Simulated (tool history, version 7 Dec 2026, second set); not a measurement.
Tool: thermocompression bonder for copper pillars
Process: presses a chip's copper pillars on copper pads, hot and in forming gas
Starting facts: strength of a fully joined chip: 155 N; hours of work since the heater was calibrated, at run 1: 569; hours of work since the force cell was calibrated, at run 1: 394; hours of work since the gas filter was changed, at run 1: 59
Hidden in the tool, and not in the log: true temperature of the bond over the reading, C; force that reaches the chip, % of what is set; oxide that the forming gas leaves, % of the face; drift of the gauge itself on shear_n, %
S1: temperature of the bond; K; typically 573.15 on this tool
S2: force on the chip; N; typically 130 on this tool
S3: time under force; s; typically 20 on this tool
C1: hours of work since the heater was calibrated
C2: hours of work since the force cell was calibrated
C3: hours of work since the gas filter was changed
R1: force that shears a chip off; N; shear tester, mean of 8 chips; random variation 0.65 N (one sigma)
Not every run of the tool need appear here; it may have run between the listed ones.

run   hour      S1   S2  S3   C1   C2   C3    R1
  1      0  573.15  130  20  569  394   59  70.8
  2   10.8  570.15  130  20  578  403   67  67.2
  3   19.6  573.15  130  57  585  410   74  98.1
  4   34.6  573.15  130  57  596  421   86    99
  5   51.7  573.15  130  20  609  434   99  70.4
  6   67.6  573.15  130  20  622  447  111  68.9
  7   83.1  573.15  130  20  634  459  123  68.3
      85.3  -- forming gas filter changed
  8  100.7  573.15  130  20  647  472   12  71.8
  9    115  573.15  130  20  658  483   23  71.1
 10  122.8  573.15  130  20  664  489   29  70.1
 11  138.3  573.15  130  31  676  501   41  82.1
 12    153  573.15  130  31  688  513   52  81.8
 13  165.8  573.15  130  31  697  522   62  80.3
 14  177.1  573.15  130  31  706  531   71  80.8
 15  188.2  573.15  130  31  715  540   80  80.4
 16  199.6  573.15  117  31  724  549   89  76.4
 17  209.3  573.15  117  31  731  556   96  75.1
 18  217.4  544.15  194  33  737  562  102  75.8
 19  226.3  573.15  101  11  744  569  109    46
 20  242.5  561.15  130  14  757  582  122  51.9
     247.1  -- forming gas filter changed
 21  258.2  573.15  130  45  769  594    9  92.8
 22    271  573.15  130  45  779  604   19  92.4
 23  288.7  562.15  130  45  792  617   32  83.9
 24    297  559.15  130  20  799  624   39    61
 25  307.6  602.15  184  13  807  632   47  92.5
 26  316.4  587.15  184  16  814  639   54  87.4
 27  334.7  587.15  184  16  828  653   68  88.3
 28  343.6  603.15  134  20  835  660   75  90.1
 29  356.6  603.15  134  20  845  670   85  90.1
 30    372  549.15  120  20  857  682   97    50
 31  382.2  554.15  150  14  865  690  105  51.7
 32  391.2  594.15  100  18  872  697  112    68
 33  402.7  600.15  160  20  881  706  121  93.6
     409.2  -- forming gas filter changed
 34  418.1  573.15   78  23  892  717    7  54.5

4 options for the next run, each taken on its own from the tool as it stands now. Forecast them:
  A  425.9  581.15   78  23  898  723  13   ?
  B  425.9  556.15  135  12  898  723  13   ?
  C  425.9  573.15  143  20  898  723  13   ?
  D  425.9  573.15  176  48  898  723  13   ?

run     R1
  A     58
  B   49.5
  C   73.7
  D  107.5
With no hidden state in the tool, these same runs would have given:
run     R1
  A   62.6
  B   53.8
  C   79.2
  D  113.4
